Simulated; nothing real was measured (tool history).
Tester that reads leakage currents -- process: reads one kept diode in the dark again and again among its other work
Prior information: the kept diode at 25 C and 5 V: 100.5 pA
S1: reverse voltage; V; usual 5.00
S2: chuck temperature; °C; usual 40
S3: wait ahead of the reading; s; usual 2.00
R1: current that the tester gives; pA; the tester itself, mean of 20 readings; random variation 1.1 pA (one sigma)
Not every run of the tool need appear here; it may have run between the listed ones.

run	hour	S1	S2	S3	R1
1	0.0	5.00	40	2.00	424.50
2	39.1	5.00	52	2.00	1120.24
3	104.3	5.00	40	2.00	433.07
4	164.9	1.18	40	2.00	230.92
5	234.2	1.18	40	2.00	233.87
6	282.7	1.18	40	2.00	235.78
7	350.6	1.18	40	2.00	239.69
8	407.6	1.18	40	2.00	242.01
9	443.8	1.18	40	2.00	243.61
# hour 469.0: chuck's temperature calibrated
10	501.2	1.18	40	2.00	201.84
11	558.0	8.61	40	2.00	495.61
12	590.2	8.61	40	2.00	497.22
13	648.0	5.00	40	2.00	394.13
14	690.1	5.00	30	2.00	167.76
15	741.8	5.00	30	2.00	170.50
16	789.0	5.00	30	2.00	171.57
17	840.9	3.01	47	0.46	580.91
18	903.4	3.01	47	0.46	588.95
19	960.3	16.09	55	0.85	2336.21
20	1029.8	1.76	30	2.00	112.81
21	1084.2	5.00	56	1.16	1533.58
22	1120.6	5.00	46	1.06	708.24
23	1174.9	5.00	46	1.06	717.66
24	1227.3	5.00	44	1.06	618.58
25	1278.6	16.73	60	2.00	3648.10
26	1324.5	1.74	34	2.63	170.94
27	1389.3	5.39	26	9.91	141.13
28	1428.4	8.10	40	2.00	573.61
29	1468.0	5.00	40	0.51	466.84

4 ways to go on from here, each from the tool as it stands after run 29. What would each give?
# hour 1508.8: chuck's temperature calibrated
A	1531.8	5.59	40	6.67	?
# hour 1508.8: chuck's temperature calibrated
B	1531.8	2.11	32	0.51	?
# hour 1508.8: chuck's temperature calibrated
C	1531.8	5.00	40	0.40	?
# hour 1508.8: chuck's temperature calibrated
D	1531.8	5.00	40	0.31	?

run	R1
A	403.43
B	132.58
C	385.43
D	387.74
Take away the tool's hidden state, keep each run's random variation, and the runs would have read:
run	R1
A	398.87
B	130.99
C	381.17
D	383.45
